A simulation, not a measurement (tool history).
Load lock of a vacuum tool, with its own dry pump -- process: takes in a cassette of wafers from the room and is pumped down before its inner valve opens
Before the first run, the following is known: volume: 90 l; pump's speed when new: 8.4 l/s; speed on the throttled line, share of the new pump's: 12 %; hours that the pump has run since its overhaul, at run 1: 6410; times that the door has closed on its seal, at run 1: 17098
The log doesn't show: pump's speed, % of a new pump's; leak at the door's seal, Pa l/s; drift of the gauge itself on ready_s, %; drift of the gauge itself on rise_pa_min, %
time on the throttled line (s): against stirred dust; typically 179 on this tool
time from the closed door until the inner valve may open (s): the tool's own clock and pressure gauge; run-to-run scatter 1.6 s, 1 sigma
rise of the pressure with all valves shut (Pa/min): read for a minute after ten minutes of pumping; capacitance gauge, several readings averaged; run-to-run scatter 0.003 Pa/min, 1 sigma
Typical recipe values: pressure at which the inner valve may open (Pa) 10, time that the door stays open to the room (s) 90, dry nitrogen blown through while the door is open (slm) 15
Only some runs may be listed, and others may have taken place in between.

run,hour,time on the throttled line (s),pressure at which the inner valve may open (Pa),time that the door stays open to the room (s),dry nitrogen blown through while the door is open (slm),hours that the pump has run since its overhaul,times that the door has closed on its seal,"incoming humidity of the room's air, %",time from the closed door until the inner valve may open (s),rise of the pressure with all valves shut (Pa/min)
1,0.0,179,10,90,15,6410,17098,43.7,261.4,0.181
2,190.8,179,10,90,15,6601,17733,49.2,265.9,0.190
3,385.1,179,10,90,15,6795,18381,44.4,267.1,0.199
4,490.1,179,10,90,15,6900,18730,45.6,266.4,0.198
5,619.5,203,10,90,15,7030,19161,45.3,284.4,0.214
6,732.8,179,10,90,15,7143,19539,45.3,264.5,0.215
7,847.4,179,10,90,15,7258,19921,47.9,264.7,0.230
8,930.7,179,10,90,15,7341,20198,46.6,265.6,0.226
9,1122.7,179,10,90,15,7533,20838,47.3,266.8,0.241
10,1303.9,179,10,90,15,7714,21441,44.8,265.4,0.246
11,1483.0,179,10,90,15,7893,22038,42.7,266.5,0.252
12,1585.4,179,10,90,15,7995,22379,41.8,266.3,0.263
13,1704.7,179,14,68,15,8115,22776,46.6,263.0,0.273
14,1842.0,182,8,117,6,8252,23234,45.3,273.9,0.292
15,1969.7,111,8,117,6,8380,23659,43.3,211.6,0.295
16,2149.0,109,7,34,11,8559,24256,44.9,209.2,0.284
17,2266.1,109,7,34,11,8676,24647,43.3,212.8,0.299
18,2424.3,109,11,141,25,8834,25174,45.5,205.4,0.309
19,2547.1,136,10,81,15,8957,25582,47.1,230.7,0.313

Consider 3 possible next runs. They are alternatives, not a sequence: every one starts from the tool as it was left by run 19. What does each give?
A,2668.9,136,9,81,6,9079,25988,42.1,?,?
B,2668.9,136,10,41,15,9079,25988,44.9,?,?
C,2668.9,146,15,199,15,9079,25988,42.8,?,?

run,time from the closed door until the inner valve may open (s),rise of the pressure with all valves shut (Pa/min)
A,236.0,0.328
B,230.4,0.321
C,233.4,0.337
With no hidden state in the tool, these same runs would have given:
run,time from the closed door until the inner valve may open (s),rise of the pressure with all valves shut (Pa/min)
A,223.5,0.025
B,218.6,0.015
C,222.4,0.038
